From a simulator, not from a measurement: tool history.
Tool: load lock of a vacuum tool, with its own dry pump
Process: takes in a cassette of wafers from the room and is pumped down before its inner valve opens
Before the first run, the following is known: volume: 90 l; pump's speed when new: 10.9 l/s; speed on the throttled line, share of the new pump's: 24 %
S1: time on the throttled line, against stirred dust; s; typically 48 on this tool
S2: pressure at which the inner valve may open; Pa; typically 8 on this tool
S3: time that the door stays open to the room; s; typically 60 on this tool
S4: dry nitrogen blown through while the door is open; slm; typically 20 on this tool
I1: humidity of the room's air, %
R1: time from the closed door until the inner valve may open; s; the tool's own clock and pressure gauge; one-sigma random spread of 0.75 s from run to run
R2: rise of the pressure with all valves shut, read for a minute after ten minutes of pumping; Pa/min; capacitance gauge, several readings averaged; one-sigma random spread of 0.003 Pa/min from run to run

run	hour	S1	S2	S3	S4	I1	R1	R2
1	0.0	48	8	60	20	45.1	127.8	0.119
2	293.2	48	8	60	20	43.4	131.8	0.136
3	745.5	48	8	60	20	46.3	133.4	0.149
4	1068.8	48	8	60	20	45.8	131.9	0.163
5	1373.7	27	8	60	20	43.8	118.1	0.161
6	1776.9	27	8	60	15	42.8	118.6	0.191
7	2098.4	48	8	60	26	44.9	134.0	0.200
8	2298.9	48	8	60	26	43.4	135.9	0.204
9	2637.4	48	8	60	26	46.6	135.7	0.215
10	2919.7	48	11	60	20	46.4	132.9	0.229
11	3255.3	48	8	60	20	46.4	139.0	0.255
12	3477.9	48	8	60	20	41.2	139.1	0.269
# hour 3825.6: dry pump taken out, an overhauled one fitted
13	3946.3	84	8	60	20	44.0	142.0	0.295
14	4373.7	84	8	60	20	43.0	144.3	0.316
15	4844.3	84	8	60	20	46.2	145.4	0.343
16	5180.5	48	8	175	20	45.9	118.1	0.380
17	5477.9	48	8	60	20	47.0	118.7	0.385
18	5696.8	48	8	60	20	43.8	120.4	0.391
19	5937.5	88	8	60	20	46.4	148.9	0.399
20	6141.4	80	8	75	23	47.9	143.2	0.424
21	6365.0	80	8	75	23	43.7	142.3	0.441
22	6704.9	29	9	75	23	45.3	104.6	0.459
23	7052.1	29	9	75	23	49.3	106.1	0.477
24	7457.2	29	9	75	23	46.1	106.4	0.487
25	7884.6	29	9	75	23	43.3	108.8	0.529
26	8169.1	48	7	112	20	44.3	125.2	0.544
# hour 8428.3: door's seal changed, seat wiped
27	8584.9	42	8	194	20	42.3	120.6	0.038
28	8788.9	42	8	194	20	50.6	120.1	0.052
29	9050.0	42	8	194	20	45.8	120.8	0.049
30	9303.3	32	8	194	7	48.4	114.8	0.096
31	9506.4	32	8	194	7	43.7	113.6	0.088
32	9904.2	29	8	60	4	47.0	113.3	0.067
33	10095.6	29	8	60	11	47.3	115.0	0.060
34	10381.2	29	8	60	17	43.6	113.6	0.060
35	10766.9	48	8	140	20	44.2	130.0	0.073
36	10985.0	48	8	140	20	41.9	128.5	0.078
37	11193.6	48	10	213	40	44.1	126.9	0.079
38	11660.5	48	8	183	26	43.8	131.2	0.100

Some steps in R1 between neighbouring runs. How much of each would the tool show without its hidden state too (settings, what came in, random variation), and how much is left for the hidden state, with any gauge scatter that isn't in both results?
Hidden state present: pump's speed, % of a new pump's; leak at the door's seal, Pa l/s; drift of the gauge itself on ready_s, %; drift of the gauge itself on rise_pa_min, %.
Run 4 -> 5: S1 48 -> 27. R1 -13.8 s: hidden state +2.4, all else -16.2.
Run 10 -> 11: S2 11 -> 8. R1 +6.1 s: hidden state +2.0, all else +4.1.
Run 12 -> 13: S1 48 -> 84, dry pump taken out, an overhauled one fitted. R1 +2.9 s: hidden state -23.0, all else +25.9.
Run 15 -> 16: S1 84 -> 48, S3 60 -> 175. R1 -27.3 s: hidden state +0.8, all else -28.1.
Run 18 -> 19: S1 48 -> 88. R1 +28.5 s: hidden state +0.0, all else +28.5.
Run 21 -> 22: S1 80 -> 29, S2 8 -> 9. R1 -37.7 s: hidden state +1.6, all else -39.3.
